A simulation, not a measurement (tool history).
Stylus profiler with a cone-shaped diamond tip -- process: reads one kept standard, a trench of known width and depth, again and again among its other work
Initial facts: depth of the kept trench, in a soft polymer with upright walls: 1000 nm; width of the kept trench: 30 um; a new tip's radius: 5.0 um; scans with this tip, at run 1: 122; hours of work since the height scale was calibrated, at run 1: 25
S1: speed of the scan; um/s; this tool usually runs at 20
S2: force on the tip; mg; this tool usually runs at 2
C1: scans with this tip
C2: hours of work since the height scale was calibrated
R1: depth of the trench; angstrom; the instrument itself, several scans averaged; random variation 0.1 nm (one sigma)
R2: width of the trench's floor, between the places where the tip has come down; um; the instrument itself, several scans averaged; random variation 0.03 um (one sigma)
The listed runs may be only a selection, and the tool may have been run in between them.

run 1 hour=0 | S1=20 S2=2 | C1=122 C2=25 | R1=10074.8 R2=23.94
run 2 hour=10 | S1=20 S2=2 | C1=150 C2=31 | R1=10073.6 R2=23.9
run 3 hour=27 | S1=36 S2=2 | C1=196 C2=41 | R1=10073.7 R2=23.77
run 4 hour=47.9 | S1=20 S2=2 | C1=254 C2=53 | R1=10074.6 R2=23.78
run 5 hour=63 | S1=20 S2=2 | C1=296 C2=62 | R1=10075 R2=23.78
run 6 hour=85.7 | S1=20 S2=2 | C1=359 C2=75 | R1=10074 R2=23.78
run 7 hour=105.5 | S1=20 S2=2 | C1=414 C2=86 | R1=10074 R2=23.71
run 8 hour=128 | S1=20 S2=2 | C1=476 C2=99 | R1=10073.8 R2=23.7
run 9 hour=151.9 | S1=20 S2=2 | C1=542 C2=113 | R1=10075.1 R2=23.64
run 10 hour=171.7 | S1=20 S2=2 | C1=597 C2=124 | R1=10075.1 R2=23.6
run 11 hour=189.1 | S1=20 S2=2 | C1=645 C2=134 | R1=10073.9 R2=23.61
run 12 hour=210.1 | S1=20 S2=2 | C1=703 C2=147 | R1=10075.7 R2=23.56
run 13 hour=223 | S1=20 S2=2 | C1=738 C2=154 | R1=10073.7 R2=23.55
run 14 hour=234.5 | S1=20 S2=2 | C1=770 C2=161 | R1=10075.7 R2=23.49
run 15 hour=255.1 | S1=21 S2=2 | C1=827 C2=172 | R1=10075.9 R2=23.47
run 16 hour=275 | S1=21 S2=2 | C1=882 C2=184 | R1=10075.9 R2=23.45
run 17 hour=287.6 | S1=20 S2=2 | C1=917 C2=191 | R1=10076.2 R2=23.45
run 18 hour=311.2 | S1=20 S2=2 | C1=982 C2=205 | R1=10078 R2=23.38
run 19 hour=331.8 | S1=20 S2=2 | C1=1039 C2=217 | R1=10074.9 R2=23.37
run 20 hour=346.4 | S1=50 S2=2.72 | C1=1080 C2=225 | R1=10092 R2=23.26
run 21 hour=364.5 | S1=10 S2=4.51 | C1=1130 C2=236 | R1=10131.2 R2=23.29
run 22 hour=375.1 | S1=12 S2=5.26 | C1=1159 C2=242 | R1=10145.9 R2=23.34
run 23 hour=398.4 | S1=12 S2=5.26 | C1=1224 C2=255 | R1=10144.8 R2=23.29
run 24 hour=415.5 | S1=20 S2=2.07 | C1=1271 C2=265 | R1=10079.5 R2=23.25
-- hour=417.3 height scale calibrated on a step standard
run 25 hour=426.2 | S1=13 S2=3.2 | C1=1299 C2=5 | R1=10105.7 R2=23.25
run 26 hour=449.8 | S1=21 S2=1.59 | C1=1364 C2=19 | R1=10068.6 R2=23.19
run 27 hour=466.7 | S1=39 S2=1.59 | C1=1411 C2=28 | R1=10068.3 R2=23.07
-- hour=484.7 height scale calibrated on a step standard, once more
run 28 hour=485.2 | S1=60 S2=1.15 | C1=1461 C2=0 | R1=10053.2 R2=22.93
run 29 hour=496.7 | S1=30 S2=1.54 | C1=1492 C2=7 | R1=10063.9 R2=23.03
run 30 hour=514.5 | S1=50 S2=2.46 | C1=1542 C2=17 | R1=10086.1 R2=23.05
run 31 hour=528.9 | S1=22 S2=1.35 | C1=1581 C2=25 | R1=10057.8 R2=23.02
run 32 hour=542.1 | S1=51 S2=4.79 | C1=1618 C2=33 | R1=10135.3 R2=22.98
run 33 hour=552.9 | S1=51 S2=4.79 | C1=1648 C2=39 | R1=10135.3 R2=22.94
run 34 hour=564.2 | S1=48 S2=1.01 | C1=1679 C2=46 | R1=10049.1 R2=22.85

Predict each of these 3 candidate next runs independently; none follows another, all start after run 34:
run A hour=577.2 | S1=12 S2=0.67 | C1=1715 C2=53 | R1=? R2=?
run B hour=577.2 | S1=48 S2=0.71 | C1=1715 C2=53 | R1=? R2=?
run C hour=577.2 | S1=54 S2=0.79 | C1=1715 C2=53 | R1=? R2=?

run=A R1=10037.2 R2=22.98
run=B R1=10037 R2=22.79
run=C R1=10040 R2=22.77
With the hidden condition removed and each run's random variation left untouched, the same runs would have given:
run=A R1=10037 R2=23.94
run=B R1=10036.8 R2=23.75
run=C R1=10039.7 R2=23.73

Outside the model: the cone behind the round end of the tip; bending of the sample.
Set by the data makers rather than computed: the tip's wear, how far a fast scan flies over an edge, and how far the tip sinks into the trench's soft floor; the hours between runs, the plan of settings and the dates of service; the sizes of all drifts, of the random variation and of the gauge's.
